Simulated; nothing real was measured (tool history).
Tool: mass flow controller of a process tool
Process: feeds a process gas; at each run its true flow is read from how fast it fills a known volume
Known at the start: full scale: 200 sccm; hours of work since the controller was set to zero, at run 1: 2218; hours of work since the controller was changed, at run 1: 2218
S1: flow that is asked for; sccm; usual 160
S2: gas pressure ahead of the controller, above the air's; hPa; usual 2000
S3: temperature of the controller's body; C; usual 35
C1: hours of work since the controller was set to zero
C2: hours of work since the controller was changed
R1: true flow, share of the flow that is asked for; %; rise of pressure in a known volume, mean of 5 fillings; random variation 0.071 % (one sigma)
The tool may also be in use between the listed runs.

run 1 hour=0 | S1=160 S2=2000 S3=35 | C1=2218 C2=2218 | R1=100.94
run 2 hour=91.4 | S1=160 S2=2000 S3=35 | C1=2272 C2=2272 | R1=100.8
run 3 hour=220.2 | S1=160 S2=2000 S3=22 | C1=2349 C2=2349 | R1=99.44
run 4 hour=343.4 | S1=160 S2=2000 S3=22 | C1=2423 C2=2423 | R1=99.46
run 5 hour=554.7 | S1=160 S2=2000 S3=22 | C1=2549 C2=2549 | R1=99.52
run 6 hour=653.2 | S1=160 S2=2000 S3=22 | C1=2608 C2=2608 | R1=99.42
run 7 hour=831.4 | S1=160 S2=2000 S3=22 | C1=2714 C2=2714 | R1=99.55
run 8 hour=992 | S1=160 S2=2000 S3=33 | C1=2810 C2=2810 | R1=100.65
run 9 hour=1142.2 | S1=160 S2=2000 S3=33 | C1=2899 C2=2899 | R1=100.81
run 10 hour=1244.3 | S1=50 S2=2000 S3=33 | C1=2960 C2=2960 | R1=100.25
run 11 hour=1457.4 | S1=50 S2=2000 S3=33 | C1=3087 C2=3087 | R1=100.11
run 12 hour=1618.5 | S1=50 S2=2000 S3=33 | C1=3183 C2=3183 | R1=100.14
run 13 hour=1759.9 | S1=160 S2=2210 S3=35 | C1=3268 C2=3268 | R1=101.05
run 14 hour=1846.3 | S1=160 S2=2210 S3=35 | C1=3319 C2=3319 | R1=101.19
run 15 hour=2035.2 | S1=160 S2=2210 S3=35 | C1=3432 C2=3432 | R1=101.06
run 16 hour=2134.6 | S1=160 S2=2210 S3=35 | C1=3491 C2=3491 | R1=100.99
run 17 hour=2317.6 | S1=160 S2=2210 S3=35 | C1=3601 C2=3601 | R1=101.07
run 18 hour=2443.9 | S1=160 S2=2210 S3=35 | C1=3676 C2=3676 | R1=101.2
run 19 hour=2539.2 | S1=160 S2=2210 S3=35 | C1=3733 C2=3733 | R1=101.07
run 20 hour=2671.4 | S1=49 S2=2000 S3=35 | C1=3812 C2=3812 | R1=100.38
run 21 hour=2798.9 | S1=49 S2=2000 S3=35 | C1=3888 C2=3888 | R1=100.38
run 22 hour=2903.3 | S1=160 S2=1890 S3=35 | C1=3950 C2=3950 | R1=100.93
run 23 hour=3084.4 | S1=160 S2=2000 S3=35 | C1=4058 C2=4058 | R1=100.96
run 24 hour=3264.4 | S1=160 S2=2000 S3=35 | C1=4166 C2=4166 | R1=100.89
run 25 hour=3361.4 | S1=160 S2=2370 S3=35 | C1=4223 C2=4223 | R1=101.17
run 26 hour=3493.2 | S1=197 S2=2050 S3=23 | C1=4302 C2=4302 | R1=99.75
run 27 hour=3671.3 | S1=197 S2=2050 S3=23 | C1=4408 C2=4408 | R1=99.78
run 28 hour=3758.3 | S1=54 S2=2050 S3=28 | C1=4460 C2=4460 | R1=99.61
run 29 hour=3911.6 | S1=51 S2=2210 S3=28 | C1=4552 C2=4552 | R1=99.66
run 30 hour=4067.9 | S1=51 S2=2210 S3=28 | C1=4645 C2=4645 | R1=99.87
run 31 hour=4242.9 | S1=51 S2=1540 S3=28 | C1=4749 C2=4749 | R1=99.33
run 32 hour=4413.9 | S1=51 S2=1540 S3=28 | C1=4851 C2=4851 | R1=99.45
run 33 hour=4511.5 | S1=163 S2=1540 S3=31 | C1=4910 C2=4910 | R1=100.2
run 34 hour=4617.8 | S1=163 S2=1540 S3=31 | C1=4973 C2=4973 | R1=100.38
run 35 hour=4754.6 | S1=73 S2=1620 S3=31 | C1=5055 C2=5055 | R1=99.81
run 36 hour=4950.9 | S1=64 S2=1620 S3=23 | C1=5172 C2=5172 | R1=98.98
run 37 hour=5083.5 | S1=114 S2=2200 S3=23 | C1=5251 C2=5251 | R1=99.39
run 38 hour=5265.1 | S1=160 S2=1800 S3=30 | C1=5359 C2=5359 | R1=100.26
run 39 hour=5433.6 | S1=160 S2=1800 S3=30 | C1=5460 C2=5460 | R1=100.26
run 40 hour=5588.3 | S1=160 S2=1800 S3=30 | C1=5552 C2=5552 | R1=100.25
run 41 hour=5798.3 | S1=45 S2=2550 S3=26 | C1=5678 C2=5678 | R1=99.71
run 42 hour=5958.7 | S1=41 S2=1540 S3=27 | C1=5773 C2=5773 | R1=99.32
run 43 hour=6047 | S1=83 S2=1540 S3=27 | C1=5826 C2=5826 | R1=99.43
run 44 hour=6165.9 | S1=84 S2=2100 S3=27 | C1=5897 C2=5897 | R1=99.62
run 45 hour=6350.8 | S1=99 S2=2000 S3=24 | C1=6007 C2=6007 | R1=99.52
run 46 hour=6497.2 | S1=99 S2=2330 S3=24 | C1=6095 C2=6095 | R1=99.61
run 47 hour=6667.4 | S1=99 S2=2330 S3=24 | C1=6196 C2=6196 | R1=99.54

3 ways to go on from here, each from the tool as it stands after run 47. What would each give?
run A hour=6870.5 | S1=99 S2=2330 S3=21 | C1=6317 C2=6317 | R1=?
run B hour=6870.5 | S1=35 S2=2330 S3=22 | C1=6317 C2=6317 | R1=?
run C hour=6870.5 | S1=91 S2=2450 S3=24 | C1=6317 C2=6317 | R1=?

run=A R1=99.18
run=B R1=99.04
run=C R1=99.56
Without the tool's hidden state the same runs would have given:
run=A R1=99.2
run=B R1=99.09
run=C R1=99.58

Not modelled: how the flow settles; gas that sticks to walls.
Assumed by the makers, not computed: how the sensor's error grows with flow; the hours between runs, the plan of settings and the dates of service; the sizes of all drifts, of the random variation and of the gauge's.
